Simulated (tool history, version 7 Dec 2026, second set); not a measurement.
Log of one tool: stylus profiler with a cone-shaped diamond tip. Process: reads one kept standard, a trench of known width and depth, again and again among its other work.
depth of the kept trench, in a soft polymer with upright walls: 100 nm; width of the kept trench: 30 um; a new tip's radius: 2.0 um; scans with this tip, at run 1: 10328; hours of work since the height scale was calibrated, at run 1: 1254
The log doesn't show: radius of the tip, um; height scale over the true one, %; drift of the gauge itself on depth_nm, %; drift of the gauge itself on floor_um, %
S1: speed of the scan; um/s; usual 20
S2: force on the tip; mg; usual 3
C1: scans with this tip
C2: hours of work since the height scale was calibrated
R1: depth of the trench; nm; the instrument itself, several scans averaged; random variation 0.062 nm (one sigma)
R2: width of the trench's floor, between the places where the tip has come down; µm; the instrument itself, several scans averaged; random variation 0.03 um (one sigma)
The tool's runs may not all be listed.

run 1 hour=0 | S1=20 S2=3 | C1=10328 C2=1254 | R1=101.68 R2=28.68
run 2 hour=84.1 | S1=20 S2=3 | C1=10674 C2=1296 | R1=101.78 R2=28.62
run 3 hour=163.5 | S1=20 S2=2.72 | C1=11000 C2=1336 | R1=101.67 R2=28.61
run 4 hour=227.2 | S1=27 S2=2.72 | C1=11262 C2=1368 | R1=101.68 R2=28.61
run 5 hour=284.2 | S1=20 S2=3 | C1=11496 C2=1396 | R1=101.76 R2=28.64
run 6 hour=359.1 | S1=20 S2=3 | C1=11804 C2=1433 | R1=101.73 R2=28.6
run 7 hour=410.9 | S1=20 S2=3 | C1=12017 C2=1459 | R1=101.93 R2=28.63
run 8 hour=472.6 | S1=20 S2=3 | C1=12270 C2=1490 | R1=101.83 R2=28.65
run 9 hour=567.9 | S1=20 S2=3 | C1=12662 C2=1538 | R1=101.8 R2=28.64
run 10 hour=645.9 | S1=20 S2=3 | C1=12982 C2=1576 | R1=101.85 R2=28.6
run 11 hour=733.2 | S1=20 S2=3 | C1=13341 C2=1620 | R1=101.72 R2=28.66
run 12 hour=797.7 | S1=38 S2=3 | C1=13605 C2=1652 | R1=101.79 R2=28.55
run 13 hour=888.9 | S1=38 S2=3 | C1=13980 C2=1698 | R1=101.62 R2=28.57
run 14 hour=935.9 | S1=38 S2=3 | C1=14173 C2=1721 | R1=101.78 R2=28.54
run 15 hour=990.1 | S1=38 S2=3 | C1=14396 C2=1748 | R1=101.76 R2=28.57
run 16 hour=1093.2 | S1=38 S2=3 | C1=14820 C2=1800 | R1=101.9 R2=28.55
run 17 hour=1142 | S1=20 S2=3.15 | C1=15020 C2=1824 | R1=101.84 R2=28.63
run 18 hour=1186.8 | S1=20 S2=1.02 | C1=15204 C2=1846 | R1=100.82 R2=28.52
run 19 hour=1251.2 | S1=20 S2=1.02 | C1=15469 C2=1878 | R1=100.79 R2=28.59
run 20 hour=1347 | S1=24 S2=6.91 | C1=15862 C2=1926 | R1=103.29 R2=28.64
run 21 hour=1430.6 | S1=24 S2=6.91 | C1=16205 C2=1968 | R1=103.14 R2=28.62
run 22 hour=1481.9 | S1=20 S2=3.62 | C1=16416 C2=1994 | R1=101.94 R2=28.71
run 23 hour=1577.8 | S1=20 S2=3.62 | C1=16810 C2=2041 | R1=101.99 R2=28.64
run 24 hour=1661.8 | S1=8 S2=6.17 | C1=17155 C2=2083 | R1=102.92 R2=28.71
run 25 hour=1719.4 | S1=61 S2=8.69 | C1=17392 C2=2112 | R1=103.63 R2=28.54
run 26 hour=1820.6 | S1=61 S2=8.69 | C1=17808 C2=2163 | R1=103.74 R2=28.56
run 27 hour=1881.5 | S1=61 S2=8.69 | C1=18058 C2=2193 | R1=103.69 R2=28.56
run 28 hour=1939 | S1=37 S2=5.13 | C1=18294 C2=2222 | R1=102.51 R2=28.64
run 29 hour=2001 | S1=25 S2=1.67 | C1=18549 C2=2253 | R1=101.21 R2=28.57
-- hour=2033.3 height scale calibrated on a step standard
run 30 hour=2053 | S1=27 S2=8.72 | C1=18760 C2=10 | R1=103.65 R2=28.62
run 31 hour=2139.9 | S1=27 S2=1.54 | C1=19117 C2=53 | R1=101.3 R2=28.6
run 32 hour=2217.1 | S1=24 S2=4.26 | C1=19434 C2=92 | R1=102.3 R2=28.59
run 33 hour=2267.3 | S1=53 S2=1.36 | C1=19641 C2=117 | R1=101.08 R2=28.33
run 34 hour=2318.9 | S1=53 S2=1.36 | C1=19853 C2=142 | R1=100.98 R2=28.3
run 35 hour=2403 | S1=45 S2=3 | C1=20198 C2=184 | R1=101.78 R2=28.5
run 36 hour=2475.9 | S1=14 S2=4.92 | C1=20498 C2=221 | R1=102.53 R2=28.67
run 37 hour=2536.3 | S1=14 S2=4.92 | C1=20746 C2=251 | R1=102.57 R2=28.65

5 ways to go on from here, each from the tool as it stands after run 37. What would each give?
run A hour=2619.3 | S1=15 S2=4.92 | C1=21087 C2=292 | R1=? R2=?
run B hour=2619.3 | S1=12 S2=2 | C1=21087 C2=292 | R1=? R2=?
run C hour=2619.3 | S1=12 S2=7.6 | C1=21087 C2=292 | R1=? R2=?
run D hour=2619.3 | S1=26 S2=1.27 | C1=21087 C2=292 | R1=? R2=?
run E hour=2619.3 | S1=50 S2=4.73 | C1=21087 C2=292 | R1=? R2=?

run=A R1=102.6 R2=28.66
run=B R1=101.37 R2=28.62
run=C R1=103.4 R2=28.68
run=D R1=101.06 R2=28.53
run=E R1=102.53 R2=28.53
Without the tool's hidden state the same runs would have given:
run=A R1=102.6 R2=28.68
run=B R1=101.37 R2=28.64
run=C R1=103.4 R2=28.7
run=D R1=101.06 R2=28.55
run=E R1=102.54 R2=28.55

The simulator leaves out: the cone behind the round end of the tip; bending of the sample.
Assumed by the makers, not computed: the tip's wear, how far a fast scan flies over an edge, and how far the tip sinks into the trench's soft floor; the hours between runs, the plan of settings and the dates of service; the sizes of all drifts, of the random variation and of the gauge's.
